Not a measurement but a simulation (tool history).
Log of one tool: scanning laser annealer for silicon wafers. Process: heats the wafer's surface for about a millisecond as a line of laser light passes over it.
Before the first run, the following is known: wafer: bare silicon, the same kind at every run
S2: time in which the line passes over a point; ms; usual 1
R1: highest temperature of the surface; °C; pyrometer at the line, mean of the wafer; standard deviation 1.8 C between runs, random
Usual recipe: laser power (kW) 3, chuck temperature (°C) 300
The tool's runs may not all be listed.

{"run": 1, "hour": 0.0, "laser power (kW)": 3, "S2": 1, "chuck temperature (°C)": 300, "R1": 970}
{"run": 2, "hour": 43.8, "laser power (kW)": 3, "S2": 1, "chuck temperature (°C)": 300, "R1": 965}
{"run": 3, "hour": 95.6, "laser power (kW)": 3, "S2": 1, "chuck temperature (°C)": 300, "R1": 965}
{"run": 4, "hour": 135.0, "laser power (kW)": 3, "S2": 1, "chuck temperature (°C)": 300, "R1": 961}
{"run": 5, "hour": 158.4, "laser power (kW)": 3, "S2": 1, "chuck temperature (°C)": 300, "R1": 964}
{"run": 6, "hour": 212.3, "laser power (kW)": 3, "S2": 1, "chuck temperature (°C)": 300, "R1": 962}
{"run": 7, "hour": 246.2, "laser power (kW)": 3, "S2": 1, "chuck temperature (°C)": 289, "R1": 949}
{"run": 8, "hour": 293.8, "laser power (kW)": 3, "S2": 1, "chuck temperature (°C)": 300, "R1": 960}
{"run": 9, "hour": 342.7, "laser power (kW)": 3, "S2": 1, "chuck temperature (°C)": 300, "R1": 961}
{"run": 10, "hour": 379.6, "laser power (kW)": 2.77, "S2": 1.04, "chuck temperature (°C)": 293, "R1": 899}
{"run": 11, "hour": 419.1, "laser power (kW)": 2.77, "S2": 1.04, "chuck temperature (°C)": 293, "R1": 906}
{"run": 12, "hour": 472.0, "laser power (kW)": 3.064, "S2": 0.76, "chuck temperature (°C)": 325, "R1": 902}
{"run": 13, "hour": 510.1, "laser power (kW)": 3.119, "S2": 0.81, "chuck temperature (°C)": 332, "R1": 940}
{"run": 14, "hour": 556.5, "laser power (kW)": 2.846, "S2": 1.2, "chuck temperature (°C)": 275, "R1": 955}
{"run": 15, "hour": 590.9, "laser power (kW)": 2.623, "S2": 1.05, "chuck temperature (°C)": 339, "R1": 906}
{"run": 16, "hour": 619.2, "laser power (kW)": 2.953, "S2": 1, "chuck temperature (°C)": 300, "R1": 941}

4 ways to go on from here, each from the tool as it stands after run 16. What would each give?
{"run": "A", "hour": 672.2, "laser power (kW)": 2.852, "S2": 1.02, "chuck temperature (°C)": 300, "R1": "?"}
{"run": "B", "hour": 672.2, "laser power (kW)": 2.953, "S2": 0.78, "chuck temperature (°C)": 307, "R1": "?"}
{"run": "C", "hour": 672.2, "laser power (kW)": 3.215, "S2": 1, "chuck temperature (°C)": 300, "R1": "?"}
{"run": "D", "hour": 672.2, "laser power (kW)": 3.294, "S2": 0.89, "chuck temperature (°C)": 334, "R1": "?"}

run=A R1=919
run=B R1=860
run=C R1=1011
run=D R1=1024
With the hidden condition removed and each run's random variation left untouched, the same runs would have given:
run=A R1=965
run=B R1=901
run=C R1=1064
run=D R1=1075
